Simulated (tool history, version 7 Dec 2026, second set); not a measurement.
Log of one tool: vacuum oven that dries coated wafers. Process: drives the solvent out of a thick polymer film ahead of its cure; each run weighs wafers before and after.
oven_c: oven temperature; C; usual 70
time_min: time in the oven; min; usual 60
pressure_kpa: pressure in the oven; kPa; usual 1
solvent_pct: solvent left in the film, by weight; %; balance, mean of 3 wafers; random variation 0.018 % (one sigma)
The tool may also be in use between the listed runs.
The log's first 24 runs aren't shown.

run,hour,oven_c,time_min,pressure_kpa,solvent_pct
25,923.3,70,43,0.95,2.73
# hour 928.2: oven's thermocouples calibrated
26,957,70,43,1.62,3.03
27,984.6,70,31,3.13,5.14
28,1027.3,70,31,3.13,5.13
29,1079,57,61,3.21,6.45
30,1121.5,68,93,1.6,1.1
# hour 1153.9: oven's thermocouples calibrated, once more
31,1173,68,50,1.06,2.52
32,1219.3,68,50,2.03,2.82
33,1265.6,71,64,1.09,1.12
34,1302.5,80,64,0.51,0.26
35,1333,69,68,0.51,1.13
36,1365.5,69,68,0.51,1.15
37,1406.8,62,90,1.4,2.01
38,1442.1,62,90,1.4,2.02
39,1465,84,42,1.41,0.55
40,1486.2,84,42,1.41,0.55
41,1517.2,56,38,0.53,8.1
42,1563.3,56,38,0.53,8.12
43,1612.2,56,38,0.53,8.17
44,1647.4,75,57,3.33,1.42
45,1697.8,66,60,3.65,3.29
46,1726.2,66,60,3.65,3.32
47,1767.7,70,66,0.52,1.1
48,1811.4,70,66,0.52,1.11

Forecast each of these 3 alternatives for the next run:
A,1834,73,85,1.31,?
B,1834,63,103,1.68,?
C,1834,70,71,2.74,?

run,solvent_pct
A,0.66
B,1.64
C,1.65
Without the tool's hidden state the same runs would have given:
run,solvent_pct
A,0.52
B,1.39
C,1.45

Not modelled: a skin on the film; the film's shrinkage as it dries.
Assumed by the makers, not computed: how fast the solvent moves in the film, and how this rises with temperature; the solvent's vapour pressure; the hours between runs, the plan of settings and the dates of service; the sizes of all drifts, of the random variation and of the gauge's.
